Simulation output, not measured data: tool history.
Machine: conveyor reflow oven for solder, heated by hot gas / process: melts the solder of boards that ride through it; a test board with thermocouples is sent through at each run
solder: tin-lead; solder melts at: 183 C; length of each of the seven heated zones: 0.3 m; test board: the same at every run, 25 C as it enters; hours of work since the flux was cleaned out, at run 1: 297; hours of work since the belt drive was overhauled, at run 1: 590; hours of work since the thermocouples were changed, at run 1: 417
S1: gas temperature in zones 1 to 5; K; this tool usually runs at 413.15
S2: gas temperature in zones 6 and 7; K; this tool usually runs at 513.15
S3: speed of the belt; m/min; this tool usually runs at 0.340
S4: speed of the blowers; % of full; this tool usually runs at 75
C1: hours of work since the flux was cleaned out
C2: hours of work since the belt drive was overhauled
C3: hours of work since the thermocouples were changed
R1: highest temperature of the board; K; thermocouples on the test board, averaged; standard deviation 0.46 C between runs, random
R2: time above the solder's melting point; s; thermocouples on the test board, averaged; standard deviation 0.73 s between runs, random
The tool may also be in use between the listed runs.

Run 1, hour 0.0: usual settings; C1 297; C2 590; C3 417. Result: R1 496.05 K, R2 87.5 s.
Run 2, hour 11.2: usual settings; C1 302; C2 595; C3 422. Result: R1 495.15 K, R2 88.0 s.
Run 3, hour 38.4: usual settings; C1 314; C2 607; C3 434. Result: R1 494.65 K, R2 88.0 s.
Run 4, hour 64.9: usual settings; C1 325; C2 618; C3 445. Result: R1 494.65 K, R2 86.3 s.
Run 5, hour 92.0: usual settings; C1 337; C2 630; C3 457. Result: R1 493.95 K, R2 85.8 s.
Run 6, hour 109.7: usual settings; C1 344; C2 638; C3 464. Result: R1 494.25 K, R2 84.1 s.
Run 7, hour 132.5: usual settings; C1 354; C2 648; C3 474. Result: R1 495.05 K, R2 85.0 s.
Run 8, hour 144.7: usual settings but S1 421.15 K; C1 360; C2 653; C3 479. Result: R1 495.95 K, R2 90.5 s.
Run 9, hour 168.3: usual settings but S1 407.15 K; C1 370; C2 663; C3 490. Result: R1 492.65 K, R2 82.1 s.
Run 10, hour 191.1: usual settings but S1 407.15 K; C1 380; C2 673; C3 499. Result: R1 492.95 K, R2 82.2 s.
Run 11, hour 214.3: usual settings but S1 407.15 K; C1 390; C2 683; C3 509. Result: R1 493.65 K, R2 81.6 s.
Run 12, hour 241.6: usual settings but S1 407.15 K, S2 521.15 K, S3 0.376 m/min, S4 52 % of full; C1 401; C2 695; C3 521. Result: R1 489.25 K, R2 67.4 s.
Run 13, hour 261.6: usual settings but S1 414.15 K, S2 510.15 K, S3 0.348 m/min, S4 55 % of full; C1 410; C2 703; C3 530. Result: R1 486.85 K, R2 72.8 s.
Run 14, hour 280.6: usual settings but S1 414.15 K, S2 510.15 K, S3 0.348 m/min, S4 55 % of full; C1 418; C2 711; C3 538. Result: R1 485.05 K, R2 73.5 s.
Run 15, hour 304.6: usual settings but S1 414.15 K, S2 510.15 K, S3 0.348 m/min, S4 55 % of full; C1 429; C2 722; C3 548. Result: R1 485.05 K, R2 73.4 s.
Run 16, hour 318.0: usual settings but S1 417.15 K, S3 0.313 m/min; C1 434; C2 728; C3 554. Result: R1 496.65 K, R2 99.0 s.
Run 17, hour 337.8: usual settings but S1 405.15 K, S3 0.307 m/min, S4 58 % of full; C1 443; C2 736; C3 563. Result: R1 492.05 K, R2 86.4 s.
Run 18, hour 359.2: usual settings but S4 69 % of full; C1 452; C2 745; C3 572. Result: R1 492.25 K, R2 83.4 s.

Branching from run 18: 5 alternative next runs. What would each branch give?
Run A, hour 370.4: usual settings but S3 0.279 m/min, S4 56 % of full; C1 457; C2 750; C3 577. Result: R1 ?, R2 ?.
Run B, hour 370.4: usual settings but S2 524.15 K, S4 69 % of full; C1 457; C2 750; C3 577. Result: R1 ?, R2 ?.
Run C, hour 370.4: usual settings but S2 503.15 K, S4 71 % of full; C1 457; C2 750; C3 577. Result: R1 ?, R2 ?.
Run D, hour 370.4: usual settings but S1 400.15 K, S3 0.375 m/min, S4 57 % of full; C1 457; C2 750; C3 577. Result: R1 ?, R2 ?.
Run E, hour 370.4: usual settings but S1 417.15 K, S2 508.15 K; C1 457; C2 750; C3 577. Result: R1 ?, R2 ?.

run      R1     R2
  A  496.05  108.5
  B  501.45   92.7
  C  484.65   73.4
  D  481.85   56.2
  E  489.25   83.3
Without the tool's unlogged condition, the same runs would have read:
run      R1     R2
  A  500.45  111.6
  B  507.05   95.4
  C  489.75   79.2
  D  487.45   62.8
  E  494.35   87.7
